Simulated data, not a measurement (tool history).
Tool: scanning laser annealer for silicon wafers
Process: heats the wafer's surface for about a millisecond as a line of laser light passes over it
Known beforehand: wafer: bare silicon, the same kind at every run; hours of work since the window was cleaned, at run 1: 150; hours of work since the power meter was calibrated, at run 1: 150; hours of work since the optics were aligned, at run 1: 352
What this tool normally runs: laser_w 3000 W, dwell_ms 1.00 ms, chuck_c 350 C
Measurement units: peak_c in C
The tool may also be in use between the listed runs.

| run | hour | laser_w | dwell_ms | chuck_c | hours of work since the window was cleaned | hours of work since the power meter was calibrated | hours of work since the optics were aligned | peak_c |
|---|---|---|---|---|---|---|---|---|
| 1 | 0.0 | 3000 | 1.00 | 350 | 150 | 150 | 352 | 1097 |
| 2 | 34.4 | 3131 | 1.00 | 350 | 167 | 167 | 370 | 1126 |
| 3 | 75.7 | 3131 | 1.00 | 350 | 188 | 188 | 391 | 1127 |
| 4 | 125.5 | 3131 | 1.00 | 350 | 214 | 214 | 416 | 1126 |
| 5 | 165.6 | 3000 | 1.00 | 313 | 234 | 234 | 437 | 1057 |
| 6 | 196.4 | 3000 | 1.00 | 313 | 250 | 250 | 453 | 1054 |
| 7 | 227.4 | 3000 | 1.00 | 350 | 266 | 266 | 469 | 1090 |
| 8 | 280.2 | 3000 | 0.81 | 350 | 293 | 293 | 496 | 1013 |
| 9 | 313.2 | 3000 | 1.18 | 350 | 310 | 310 | 512 | 1155 |
| 10 | 366.1 | 2900 | 1.00 | 350 | 337 | 337 | 540 | 1065 |
| 11 | 412.6 | 2900 | 1.00 | 350 | 361 | 361 | 563 | 1060 |
| 12 | 437.8 | 2900 | 1.00 | 350 | 374 | 374 | 576 | 1061 |
| 13 | 467.0 | 3000 | 1.00 | 350 | 389 | 389 | 591 | 1083 |
| 14 | 522.1 | 3000 | 1.00 | 350 | 417 | 417 | 619 | 1082 |
| 15 | 565.8 | 3000 | 0.83 | 350 | 439 | 439 | 642 | 1013 |
| 16 | 618.5 | 3000 | 1.05 | 350 | 466 | 466 | 669 | 1098 |
| 17 | 657.5 | 3000 | 1.05 | 350 | 486 | 486 | 689 | 1100 |
| 18 | 695.9 | 3000 | 0.72 | 350 | 506 | 506 | 708 | 964 |
| 19 | 720.8 | 3000 | 0.72 | 350 | 518 | 518 | 721 | 964 |
| 20 | 769.6 | 3000 | 1.00 | 383 | 543 | 543 | 746 | 1108 |
| 21 | 813.4 | 3000 | 1.07 | 350 | 566 | 566 | 768 | 1103 |
|  | 820.6 | window over the wafer cleaned |
| 22 | 869.3 | 3000 | 1.07 | 350 | 25 | 593 | 796 | 1097 |
| 23 | 918.3 | 2836 | 0.91 | 322 | 50 | 618 | 821 | 972 |
| 24 | 966.7 | 2836 | 0.72 | 333 | 75 | 643 | 846 | 908 |
| 25 | 1003.4 | 2874 | 0.74 | 350 | 94 | 662 | 865 | 936 |
| 26 | 1049.7 | 2874 | 0.74 | 350 | 117 | 686 | 888 | 939 |
| 27 | 1096.4 | 2874 | 1.08 | 350 | 141 | 710 | 912 | 1065 |
|  | 1112.1 | window over the wafer cleaned, once more |
| 28 | 1126.2 | 3151 | 0.75 | 372 | 7 | 724 | 927 | 1041 |
| 29 | 1158.0 | 2667 | 1.25 | 320 | 24 | 740 | 943 | 1060 |
| 30 | 1199.4 | 3184 | 0.99 | 334 | 45 | 761 | 964 | 1116 |
| 31 | 1242.8 | 2696 | 0.79 | 322 | 67 | 784 | 986 | 907 |
|  | 1259.5 | optics aligned, line set to its width |
| 32 | 1276.7 | 3043 | 0.77 | 350 | 82 | 798 | 9 | 1015 |
| 33 | 1301.5 | 3170 | 0.82 | 383 | 94 | 811 | 22 | 1100 |
| 34 | 1351.9 | 3000 | 0.80 | 360 | 120 | 837 | 47 | 1026 |
| 35 | 1379.9 | 3000 | 1.15 | 350 | 135 | 851 | 62 | 1160 |
| 36 | 1411.8 | 3000 | 0.71 | 343 | 151 | 867 | 78 | 969 |
| 37 | 1439.6 | 3000 | 0.71 | 343 | 165 | 882 | 92 | 968 |
| 38 | 1467.8 | 3000 | 0.86 | 369 | 179 | 896 | 107 | 1060 |
| 39 | 1523.3 | 3000 | 0.86 | 369 | 208 | 925 | 135 | 1059 |
| 40 | 1575.7 | 3000 | 1.00 | 386 | 235 | 951 | 162 | 1130 |
| 41 | 1606.4 | 3000 | 1.00 | 363 | 250 | 967 | 178 | 1105 |

Branching from run 41: 4 alternative next runs. What would each branch give?
| A | 1651.1 | 3000 | 0.91 | 363 | 273 | 990 | 200 | ? |
| B | 1651.1 | 3000 | 1.00 | 311 | 273 | 990 | 200 | ? |
| C | 1651.1 | 2593 | 1.00 | 363 | 273 | 990 | 200 | ? |
| D | 1651.1 | 2637 | 1.02 | 363 | 273 | 990 | 200 | ? |

| run | peak_c |
|---|---|
| A | 1070 |
| B | 1055 |
| C | 1007 |
| D | 1023 |
Without the tool's hidden state the same runs would have given:
| run | peak_c |
|---|---|
| A | 1089 |
| B | 1075 |
| C | 1024 |
| D | 1040 |

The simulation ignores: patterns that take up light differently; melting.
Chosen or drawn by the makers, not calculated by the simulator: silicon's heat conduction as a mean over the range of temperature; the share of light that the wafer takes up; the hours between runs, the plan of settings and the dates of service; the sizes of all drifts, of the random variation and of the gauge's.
